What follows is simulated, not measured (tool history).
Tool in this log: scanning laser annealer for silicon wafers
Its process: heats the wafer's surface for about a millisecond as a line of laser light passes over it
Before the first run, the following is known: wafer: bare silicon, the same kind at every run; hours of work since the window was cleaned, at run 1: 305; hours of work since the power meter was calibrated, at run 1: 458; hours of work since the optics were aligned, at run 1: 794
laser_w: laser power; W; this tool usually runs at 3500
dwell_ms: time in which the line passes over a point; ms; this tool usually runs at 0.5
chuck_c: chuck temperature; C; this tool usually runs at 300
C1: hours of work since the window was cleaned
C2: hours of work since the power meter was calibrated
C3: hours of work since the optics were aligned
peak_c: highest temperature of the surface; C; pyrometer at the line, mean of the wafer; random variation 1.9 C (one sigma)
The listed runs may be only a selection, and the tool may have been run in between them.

run 1 hour=0 | laser_w=3500 dwell_ms=0.5 chuck_c=300 | C1=305 C2=458 C3=794 | peak_c=1123
run 2 hour=11.5 | laser_w=3500 dwell_ms=0.5 chuck_c=300 | C1=310 C2=463 C3=799 | peak_c=1124
run 3 hour=29.5 | laser_w=3542 dwell_ms=0.5 chuck_c=300 | C1=318 C2=471 C3=807 | peak_c=1134
run 4 hour=47.4 | laser_w=3542 dwell_ms=0.5 chuck_c=300 | C1=326 C2=479 C3=815 | peak_c=1136
run 5 hour=64.9 | laser_w=3500 dwell_ms=0.5 chuck_c=300 | C1=333 C2=487 C3=822 | peak_c=1126
run 6 hour=87.6 | laser_w=3500 dwell_ms=0.5 chuck_c=300 | C1=343 C2=497 C3=832 | peak_c=1124
run 7 hour=109.7 | laser_w=3500 dwell_ms=0.5 chuck_c=300 | C1=353 C2=507 C3=842 | peak_c=1125
run 8 hour=120.8 | laser_w=3500 dwell_ms=0.5 chuck_c=300 | C1=358 C2=512 C3=847 | peak_c=1123
run 9 hour=144.8 | laser_w=3500 dwell_ms=0.5 chuck_c=300 | C1=369 C2=522 C3=858 | peak_c=1125
run 10 hour=167 | laser_w=3353 dwell_ms=0.5 chuck_c=300 | C1=378 C2=532 C3=868 | peak_c=1089
run 11 hour=178.8 | laser_w=3353 dwell_ms=0.606 chuck_c=300 | C1=384 C2=537 C3=873 | peak_c=1172
run 12 hour=203.7 | laser_w=3353 dwell_ms=0.606 chuck_c=300 | C1=395 C2=548 C3=884 | peak_c=1173
run 13 hour=217.2 | laser_w=3222 dwell_ms=0.445 chuck_c=300 | C1=401 C2=554 C3=890 | peak_c=1012
run 14 hour=241.5 | laser_w=3222 dwell_ms=0.38 chuck_c=268 | C1=411 C2=565 C3=900 | peak_c=920
run 15 hour=254.1 | laser_w=3222 dwell_ms=0.38 chuck_c=268 | C1=417 C2=571 C3=906 | peak_c=922
run 16 hour=270.8 | laser_w=3347 dwell_ms=0.417 chuck_c=303 | C1=424 C2=578 C3=913 | peak_c=1016
run 17 hour=297.5 | laser_w=3500 dwell_ms=0.47 chuck_c=288 | C1=436 C2=590 C3=925 | peak_c=1085
run 18 hour=318.6 | laser_w=3721 dwell_ms=0.461 chuck_c=303 | C1=445 C2=599 C3=935 | peak_c=1147
run 19 hour=344.1 | laser_w=3721 dwell_ms=0.461 chuck_c=303 | C1=457 C2=610 C3=946 | peak_c=1145
run 20 hour=363.2 | laser_w=3500 dwell_ms=0.467 chuck_c=300 | C1=465 C2=619 C3=954 | peak_c=1095
run 21 hour=388.7 | laser_w=3500 dwell_ms=0.467 chuck_c=300 | C1=476 C2=630 C3=966 | peak_c=1096
run 22 hour=407.4 | laser_w=3500 dwell_ms=0.467 chuck_c=300 | C1=485 C2=638 C3=974 | peak_c=1098

Each row is a separate what-if for the run after 22, all from the same tool condition, not one after another. Results?
run A hour=430.1 | laser_w=3500 dwell_ms=0.467 chuck_c=290 | C1=495 C2=648 C3=984 | peak_c=?
run B hour=430.1 | laser_w=2984 dwell_ms=0.534 chuck_c=263 | C1=495 C2=648 C3=984 | peak_c=?
run C hour=430.1 | laser_w=3021 dwell_ms=0.563 chuck_c=293 | C1=495 C2=648 C3=984 | peak_c=?
run D hour=430.1 | laser_w=3147 dwell_ms=0.5 chuck_c=281 | C1=495 C2=648 C3=984 | peak_c=?
run E hour=430.1 | laser_w=3500 dwell_ms=0.5 chuck_c=263 | C1=495 C2=648 C3=984 | peak_c=?

run=A peak_c=1088
run=B peak_c=986
run=C peak_c=1047
run=D peak_c=1018
run=E peak_c=1086
Stripped of hidden state, with their random variation kept, the same runs would have yielded:
run=A peak_c=1089
run=B peak_c=986
run=C peak_c=1048
run=D peak_c=1019
run=E peak_c=1087
